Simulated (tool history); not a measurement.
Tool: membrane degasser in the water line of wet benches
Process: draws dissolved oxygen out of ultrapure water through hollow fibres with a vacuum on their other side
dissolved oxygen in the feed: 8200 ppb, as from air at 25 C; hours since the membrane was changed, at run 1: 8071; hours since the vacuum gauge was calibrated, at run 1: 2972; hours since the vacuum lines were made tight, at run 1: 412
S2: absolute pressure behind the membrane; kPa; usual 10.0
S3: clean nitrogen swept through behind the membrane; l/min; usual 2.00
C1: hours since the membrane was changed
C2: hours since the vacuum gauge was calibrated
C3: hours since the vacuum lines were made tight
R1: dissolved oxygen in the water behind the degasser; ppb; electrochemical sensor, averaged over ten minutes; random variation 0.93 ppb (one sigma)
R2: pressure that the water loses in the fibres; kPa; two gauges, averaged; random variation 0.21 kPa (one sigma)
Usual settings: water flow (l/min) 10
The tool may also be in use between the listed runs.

run 1 hour=0.0 | water_flow_(l/min)=10 S2=10.0 S3=2.00 | C1=8071 C2=2972 C3=412 | R1=87.6 R2=51.46
run 2 hour=202.5 | water_flow_(l/min)=10 S2=7.2 S3=2.00 | C1=8274 C2=3174 C3=614 | R1=53.5 R2=51.48
run 3 hour=333.9 | water_flow_(l/min)=10 S2=7.2 S3=2.00 | C1=8405 C2=3306 C3=746 | R1=54.0 R2=51.50
run 4 hour=510.1 | water_flow_(l/min)=10 S2=7.2 S3=2.00 | C1=8582 C2=3482 C3=922 | R1=53.5 R2=51.50
-- hour=537.0 membrane cartridge changed
run 5 hour=733.8 | water_flow_(l/min)=10 S2=10.0 S3=4.90 | C1=197 C2=3702 C3=1141 | R1=40.2 R2=51.49
run 6 hour=854.1 | water_flow_(l/min)=16 S2=10.0 S3=2.00 | C1=317 C2=3822 C3=1262 | R1=169.5 R2=82.53
run 7 hour=1080.2 | water_flow_(l/min)=16 S2=10.0 S3=2.00 | C1=543 C2=4048 C3=1488 | R1=169.9 R2=83.20
run 8 hour=1270.4 | water_flow_(l/min)=13 S2=12.3 S3=5.10 | C1=733 C2=4238 C3=1678 | R1=75.6 R2=67.23
run 9 hour=1489.4 | water_flow_(l/min)=13 S2=9.7 S3=1.52 | C1=952 C2=4457 C3=1897 | R1=149.1 R2=67.72
run 10 hour=1726.8 | water_flow_(l/min)=13 S2=9.7 S3=1.52 | C1=1190 C2=4695 C3=2134 | R1=150.1 R2=67.36
run 11 hour=1890.0 | water_flow_(l/min)=10 S2=11.2 S3=2.00 | C1=1353 C2=4858 C3=2298 | R1=102.9 R2=52.20
run 12 hour=2149.2 | water_flow_(l/min)=10 S2=11.2 S3=2.00 | C1=1612 C2=5117 C3=2557 | R1=103.7 R2=51.88
run 13 hour=2355.6 | water_flow_(l/min)=10 S2=10.0 S3=3.13 | C1=1819 C2=5324 C3=2763 | R1=59.0 R2=52.00
run 14 hour=2625.4 | water_flow_(l/min)=8 S2=10.0 S3=1.99 | C1=2088 C2=5593 C3=3033 | R1=67.6 R2=42.32

Some steps in R2 between neighbouring runs. How much of each would the tool show without its hidden state too (settings, what came in, random variation), and how much is left for the hidden state, with any gauge scatter that isn't in both results?
The hidden state here: membrane still open, %; true pressure behind the membrane over the reading, kPa; air that leaks in behind the membrane, l/min; drift of the gauge itself on oxygen_ppb, %; drift of the gauge itself on loss_of_pressure_kpa, %.
Run 5 -> 6: water flow (l/min) 10 -> 16, S3 4.90 -> 2.00. R2 +31.04 kPa: hidden state +0.25, all else +30.79.
